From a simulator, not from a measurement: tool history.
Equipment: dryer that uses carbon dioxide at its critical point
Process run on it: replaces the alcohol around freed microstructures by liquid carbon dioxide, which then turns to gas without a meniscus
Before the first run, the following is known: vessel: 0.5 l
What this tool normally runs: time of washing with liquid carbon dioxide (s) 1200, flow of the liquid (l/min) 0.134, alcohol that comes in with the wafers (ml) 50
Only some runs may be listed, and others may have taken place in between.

run,hour,time of washing with liquid carbon dioxide (s),flow of the liquid (l/min),alcohol that comes in with the wafers (ml),alcohol left in the vessel before it's heated (ppm by volume)
1,0.0,1200,0.134,50,1351
2,48.0,1200,0.134,73,2103
3,89.1,1200,0.134,50,1447
4,122.2,1200,0.134,50,1443
5,154.6,1200,0.134,50,1520
6,193.8,1200,0.134,50,1510
7,216.7,1200,0.134,50,1562
8,263.1,960,0.134,50,3547
9,308.8,960,0.134,50,3692
10,346.7,1200,0.134,50,1701
11,387.8,1200,0.134,50,1734
12,426.3,1200,0.134,50,1835
13,458.9,1020,0.134,50,3128
14,503.2,1020,0.134,50,3262
15,530.8,1020,0.134,50,3370
16,576.2,1020,0.116,50,5361
17,606.7,1680,0.211,23,172
18,648.7,1680,0.099,68,2566
19,690.4,780,0.127,38,6799
20,718.1,780,0.108,111,28835
21,759.6,780,0.108,94,25608
22,781.6,780,0.108,94,24809
23,802.1,780,0.108,94,25459
24,833.7,960,0.099,84,17593
25,857.1,1440,0.085,112,13076
26,891.9,1440,0.085,112,13271
27,924.5,720,0.085,24,12228
28,961.3,720,0.085,24,12233

What if the next run were any one of these 3? Each begins from the tool's condition after run 28:
A,983.7,1140,0.172,47,?
B,983.7,1200,0.134,61,?
C,983.7,720,0.085,54,?

run,alcohol left in the vessel before it's heated (ppm by volume)
A,1038
B,2899
C,27262
Without the tool's unlogged condition, the same runs would have read:
run,alcohol left in the vessel before it's heated (ppm by volume)
A,307
B,1213
C,20230
